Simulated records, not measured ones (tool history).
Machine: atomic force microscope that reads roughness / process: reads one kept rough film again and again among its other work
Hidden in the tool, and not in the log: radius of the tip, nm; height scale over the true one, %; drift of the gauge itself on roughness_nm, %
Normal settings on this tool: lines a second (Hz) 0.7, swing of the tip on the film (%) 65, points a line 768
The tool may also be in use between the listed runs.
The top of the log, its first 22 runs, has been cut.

run     day  lines a second (Hz)  swing of the tip on the film (%)  points a line  pictures with this tip  hours of work since the height scale was calibrated  roughness of the kept film (nm (root mean square))
     27.617  -- new tip fitted
 23   27.75                 0.54                                79            768                       5                                                  860                                               3.805
 24   28.85                1.367                                59            975                      44                                                  876                                               3.826
 25   30.05                0.631                                59            975                      86                                                  893                                               3.894
 26  30.767                0.631                                59            975                     111                                                  903                                               3.919
 27   31.85                0.631                                59            975                     149                                                  919                                               3.875
     32.346  -- new tip fitted
 28  33.279                  0.7                                72            768                      33                                                  939                                               3.834
 29  34.292                0.554                                65            501                      68                                                  953                                               3.881
 30  35.325                  0.7                                82            670                     104                                                  968                                               3.721
 31  36.662                1.068                                61            809                     151                                                  987                                               3.878
     37.071  -- new tip fitted
 32  38.379                1.068                                61            809                      46                                                 1012                                               3.845
 33  39.633                1.658                                66            266                      90                                                 1030                                               3.709
 34  40.483                0.539                                67            932                     120                                                 1042                                               3.874
 35  41.421                  0.7                                75            450                     153                                                 1055                                               3.782
     41.833  -- new tip fitted
 36  42.271                1.057                                69            768                      15                                                 1067                                               3.805
 37  43.212                1.057                                69            768                      48                                                 1081                                               3.807
 38  44.558                0.727                                76            279                      95                                                 1100                                               3.751
 39  45.742                0.727                                84            279                     137                                                 1117                                               3.696
     46.538  -- new tip fitted
 40  46.708                0.605                                71            768                       6                                                 1131                                               3.848
 41  47.629                0.605                                71            819                      38                                                 1144                                                3.86

What if the next run were any one of these 5? Each begins from the tool's condition after run 41:
  A  48.754                 1.06                                58            429                      78                                                 1160                                                   ?
  B  48.754                1.626                                71            819                      78                                                 1160                                                   ?
  C  48.754                0.657                                71            819                      78                                                 1160                                                   ?
  D  48.754                1.076                                59            632                      78                                                 1160                                                   ?
  E  48.754                  0.7                                68            768                      78                                                 1160                                                   ?

run  roughness of the kept film (nm (root mean square))
  A                                               3.861
  B                                               3.689
  C                                               3.837
  D                                               3.841
  E                                               3.866
What these runs would have given with no unlogged condition in the tool:
run  roughness of the kept film (nm (root mean square))
  A                                               3.864
  B                                               3.692
  C                                               3.839
  D                                               3.843
  E                                               3.868

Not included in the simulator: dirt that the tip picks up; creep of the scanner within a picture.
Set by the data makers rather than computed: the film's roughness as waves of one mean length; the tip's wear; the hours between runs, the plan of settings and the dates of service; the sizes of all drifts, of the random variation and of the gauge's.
